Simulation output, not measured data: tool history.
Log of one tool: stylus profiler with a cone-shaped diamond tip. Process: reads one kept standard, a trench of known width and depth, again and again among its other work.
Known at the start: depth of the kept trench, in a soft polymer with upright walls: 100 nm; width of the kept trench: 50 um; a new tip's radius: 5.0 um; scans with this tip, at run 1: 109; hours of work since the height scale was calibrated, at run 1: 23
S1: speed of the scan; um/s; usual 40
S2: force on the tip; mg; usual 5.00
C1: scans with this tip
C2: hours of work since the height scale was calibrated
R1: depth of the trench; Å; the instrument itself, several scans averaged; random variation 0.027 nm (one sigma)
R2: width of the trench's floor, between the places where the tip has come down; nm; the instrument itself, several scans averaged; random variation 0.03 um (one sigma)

Run 1, day 0.000: usual settings; C1 109; C2 23. Result: R1 1018.0 Å, R2 47860 nm.
Run 2, day 0.662: usual settings; C1 140; C2 30. Result: R1 1018.0 Å, R2 47840 nm.
Run 3, day 1.571: usual settings; C1 183; C2 39. Result: R1 1017.7 Å, R2 47840 nm.
Run 4, day 2.300: usual settings; C1 218; C2 46. Result: R1 1017.7 Å, R2 47850 nm.
Run 5, day 3.062: usual settings; C1 254; C2 54. Result: R1 1017.4 Å, R2 47850 nm.
Run 6, day 3.767: usual settings; C1 287; C2 61. Result: R1 1017.6 Å, R2 47850 nm.
Run 7, day 4.408: usual settings; C1 317; C2 67. Result: R1 1018.0 Å, R2 47890 nm.
Run 8, day 5.142: usual settings but S1 29 um/s; C1 352; C2 75. Result: R1 1017.8 Å, R2 47910 nm.
Run 9, day 5.583: usual settings but S1 16 um/s, S2 1.77 mg; C1 373; C2 79. Result: R1 1008.8 Å, R2 47910 nm.
Run 10, day 6.371: usual settings but S1 105 um/s, S2 1.67 mg; C1 410; C2 87. Result: R1 1008.4 Å, R2 47220 nm.
Run 11, day 6.954: usual settings but S1 18 um/s, S2 6.88 mg; C1 438; C2 93. Result: R1 1021.6 Å, R2 47920 nm.
Run 12, day 7.433: usual settings but S1 18 um/s, S2 6.88 mg; C1 461; C2 98. Result: R1 1022.1 Å, R2 47990 nm.
Run 13, day 8.075: usual settings but S1 50 um/s, S2 12.03 mg; C1 491; C2 104. Result: R1 1031.8 Å, R2 47850 nm.
Run 14, day 8.546: usual settings but S1 70 um/s, S2 1.71 mg; C1 513; C2 109. Result: R1 1008.2 Å, R2 47460 nm.
Run 15, day 9.250: usual settings but S1 70 um/s, S2 1.71 mg; C1 546; C2 116. Result: R1 1008.4 Å, R2 47500 nm.

Forecast each of these 4 alternatives for the next run:
Run A, day 10.142: usual settings but S1 70 um/s, S2 8.49 mg; C1 589; C2 125. Result: R1 ?, R2 ?.
Run B, day 10.142: usual settings but S1 59 um/s, S2 5.17 mg; C1 589; C2 125. Result: R1 ?, R2 ?.
Run C, day 10.142: usual settings but S1 81 um/s, S2 2.42 mg; C1 589; C2 125. Result: R1 ?, R2 ?.
Run D, day 10.142: usual settings but S1 140 um/s, S2 1.71 mg; C1 589; C2 125. Result: R1 ?, R2 ?.

run      R1     R2
  A  1024.9  47810
  B  1018.0  47760
  C  1011.0  47460
  D  1008.7  47010
Without the tool's hidden state the same runs would have given:
run      R1     R2
  A  1024.9  47810
  B  1018.0  47770
  C  1011.0  47460
  D  1008.7  47010

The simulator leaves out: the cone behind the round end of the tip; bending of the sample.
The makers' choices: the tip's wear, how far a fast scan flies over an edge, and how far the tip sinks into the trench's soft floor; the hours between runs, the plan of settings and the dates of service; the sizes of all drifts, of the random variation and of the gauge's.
